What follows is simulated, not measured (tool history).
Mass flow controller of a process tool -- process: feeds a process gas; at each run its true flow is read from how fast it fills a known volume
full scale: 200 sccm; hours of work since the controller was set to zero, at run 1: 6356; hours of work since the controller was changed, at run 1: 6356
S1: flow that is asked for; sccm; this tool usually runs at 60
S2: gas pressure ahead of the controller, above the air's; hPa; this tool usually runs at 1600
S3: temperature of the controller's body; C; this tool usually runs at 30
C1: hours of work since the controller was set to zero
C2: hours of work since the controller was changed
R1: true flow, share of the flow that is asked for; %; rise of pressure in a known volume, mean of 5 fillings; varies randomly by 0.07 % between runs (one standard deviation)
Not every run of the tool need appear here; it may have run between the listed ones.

run	hour	S1	S2	S3	C1	C2	R1
1	0	60	1600	30	6356	6356	98.77
2	210.2	60	1600	30	6501	6501	98.73
3	485.2	60	2310	30	6690	6690	99.24
4	757.9	60	2310	30	6878	6878	99.1
5	973.1	60	1600	37	7026	7026	99.39
6	1225.9	60	1600	30	7200	7200	98.97
7	1440.7	94	1600	30	7347	7347	99.72
8	1632	60	1600	30	7479	7479	98.91
9	1831.9	60	1600	30	7616	7616	98.96
10	2033.5	60	1600	30	7755	7755	98.94
11	2249.7	27	1600	30	7904	7904	96.89
12	2443.6	60	1600	32	8037	8037	99.05
13	2630.1	60	1600	32	8165	8165	99.12
14	2796.5	60	1600	40	8280	8280	99.71
15	3039.6	60	1600	26	8447	8447	98.66
16	3228.7	60	1600	25	8577	8577	98.58
# hour 3324.4: controller's zero set anew
17	3445.8	60	1910	25	84	8726	98.59
18	3619.7	60	1910	25	203	8846	98.64
19	3801.6	60	1910	25	328	8971	98.66
20	4068.8	60	1910	25	512	9155	98.56
21	4294.2	60	1640	30	667	9310	98.9
22	4484.8	60	1640	30	798	9441	98.99
23	4744.1	139	1600	30	977	9619	101.13
# hour 4853.4: controller's zero set anew, once more
24	4899	139	1600	30	31	9726	101.93
25	5097.1	139	1600	30	168	9862	101.82
26	5346.5	22	2330	23	339	10033	99.83
27	5491.9	45	1830	24	439	10133	99.97
28	5695.8	55	1470	39	580	10274	101.07
29	5879.9	44	1400	32	706	10400	100.24
30	6006	140	1930	38	793	10487	102.88
31	6174.2	42	2100	30	909	10603	100.59
32	6300.3	85	2600	33	995	10690	101.95
33	6441	30	2600	30	1092	10786	100.73
34	6630.3	40	1600	35	1222	10917	100.74
35	6828.3	137	1420	35	1359	11053	102.4
36	7095.8	137	1420	35	1543	11237	102.43
37	7330.6	67	1600	30	1704	11398	100.99
38	7492.5	48	2310	30	1815	11510	100.9
39	7713.8	24	1420	23	1968	11662	99.23
40	7825.6	60	2620	35	2045	11739	101.83
41	8092.5	60	2620	35	2228	11922	101.79
42	8343.1	65	2690	39	2401	12095	102.45
43	8480.4	45	2370	30	2495	12189	100.93
44	8650.5	162	2460	25	2612	12306	102.85
45	8918	60	1600	32	2796	12490	101.07
46	9110.5	60	1600	32	2929	12623	101.02
47	9328.1	60	1600	32	3078	12772	101.05

Alternative continuations, all from the tool just after run 47; predict every row:
A	9593.6	26	1600	32	3261	12955	?
B	9593.6	60	2400	32	3261	12955	?
C	9593.6	60	1770	32	3261	12955	?
D	9593.6	87	1600	30	3261	12955	?
E	9593.6	106	2290	22	3261	12955	?

run	R1
A	99.99
B	101.75
C	101.19
D	101.59
E	101.72
Stripped of hidden state, with their random variation kept, the same runs would have yielded:
run	R1
A	97.54
B	98.71
C	98.15
D	98.41
E	98.48
